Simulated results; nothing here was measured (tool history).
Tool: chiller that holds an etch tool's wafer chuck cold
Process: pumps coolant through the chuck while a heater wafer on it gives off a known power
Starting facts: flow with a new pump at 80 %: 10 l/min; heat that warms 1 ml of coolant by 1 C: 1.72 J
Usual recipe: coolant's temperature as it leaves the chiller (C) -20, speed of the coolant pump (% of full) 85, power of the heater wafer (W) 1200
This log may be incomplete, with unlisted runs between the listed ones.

| run | hour | coolant's temperature as it leaves the chiller (C) | speed of the coolant pump (% of full) | power of the heater wafer (W) | chuck's temperature once it has settled (C) | how much warmer the coolant comes back (C) |
|---|---|---|---|---|---|---|
| 1 | 0 | -20 | 85 | 1200 | -11 | 3.93 |
| 2 | 45.7 | -17 | 85 | 1200 | -8 | 3.98 |
| 3 | 77.5 | -17 | 85 | 1200 | -8 | 3.97 |
| 4 | 105.7 | -17 | 85 | 1200 | -8 | 3.94 |
| 5 | 135.8 | -17 | 85 | 1200 | -7.8 | 3.98 |
| 6 | 189 | -17 | 85 | 1200 | -8 | 3.93 |
| 7 | 227.1 | -17 | 85 | 1200 | -8.1 | 4.01 |
| 8 | 282.2 | -20 | 70 | 1200 | -9.1 | 4.93 |
| 9 | 312.3 | -20 | 70 | 1200 | -9.3 | 4.87 |
| 10 | 345.9 | -20 | 85 | 1200 | -11 | 3.97 |
| 11 | 390.7 | -20 | 85 | 1200 | -11 | 3.94 |
| 12 | 425 | -20 | 85 | 1200 | -11 | 3.96 |
| 13 | 454.5 | -20 | 85 | 1200 | -11 | 3.93 |
| 14 | 493.5 | -20 | 85 | 1200 | -11.1 | 4.03 |
| 15 | 539.4 | -20 | 85 | 1200 | -11 | 4.06 |
| 16 | 576 | -20 | 85 | 1200 | -10.9 | 4.01 |
| 17 | 614.9 | -18 | 85 | 1200 | -9 | 4.01 |
| 18 | 649.1 | -30 | 89 | 1085 | -22.4 | 3.42 |
| 19 | 702.8 | -27 | 69 | 1200 | -15.9 | 5.08 |
| 20 | 727.4 | -30 | 85 | 1054 | -22.2 | 3.53 |
| 21 | 754.8 | -30 | 85 | 1054 | -22 | 3.57 |
|  | 765.8 | chiller's thermometer calibrated |
| 22 | 804 | -15 | 98 | 1401 | -5.3 | 4.03 |
| 23 | 839.5 | -15 | 64 | 1124 | -3.2 | 5.14 |
| 24 | 863.7 | -15 | 72 | 1124 | -4.7 | 4.54 |
| 25 | 914.5 | -17 | 85 | 1774 | -2.9 | 5.95 |
| 26 | 963.7 | -17 | 85 | 1774 | -2.8 | 6.01 |
| 27 | 996.2 | -20 | 70 | 1419 | -6.2 | 5.86 |
| 28 | 1035.6 | -20 | 70 | 1419 | -6.5 | 5.9 |
| 29 | 1066.2 | -20 | 70 | 1419 | -6.4 | 5.95 |
| 30 | 1099.8 | -12 | 89 | 1547 | -0.1 | 4.98 |
| 31 | 1126.9 | -11 | 85 | 976 | -3.1 | 3.27 |

Alternative continuations, all from the tool just after run 31; predict every row:
| A | 1180.6 | -16 | 66 | 1627 | ? | ? |
| B | 1180.6 | -11 | 67 | 976 | ? | ? |
| C | 1180.6 | -25 | 78 | 1142 | ? | ? |
| D | 1180.6 | -20 | 85 | 993 | ? | ? |

| run | chuck's temperature once it has settled (C) | how much warmer the coolant comes back (C) |
|---|---|---|
| A | 0.6 | 7.19 |
| B | -1.2 | 4.25 |
| C | -14.9 | 4.27 |
| D | -11.9 | 3.38 |
What these runs would have given with no unlogged condition in the tool:
| run | chuck's temperature once it has settled (C) | how much warmer the coolant comes back (C) |
|---|---|---|
| A | -0.7 | 6.98 |
| B | -1.9 | 4.12 |
| C | -15.7 | 4.15 |
| D | -12.5 | 3.28 |

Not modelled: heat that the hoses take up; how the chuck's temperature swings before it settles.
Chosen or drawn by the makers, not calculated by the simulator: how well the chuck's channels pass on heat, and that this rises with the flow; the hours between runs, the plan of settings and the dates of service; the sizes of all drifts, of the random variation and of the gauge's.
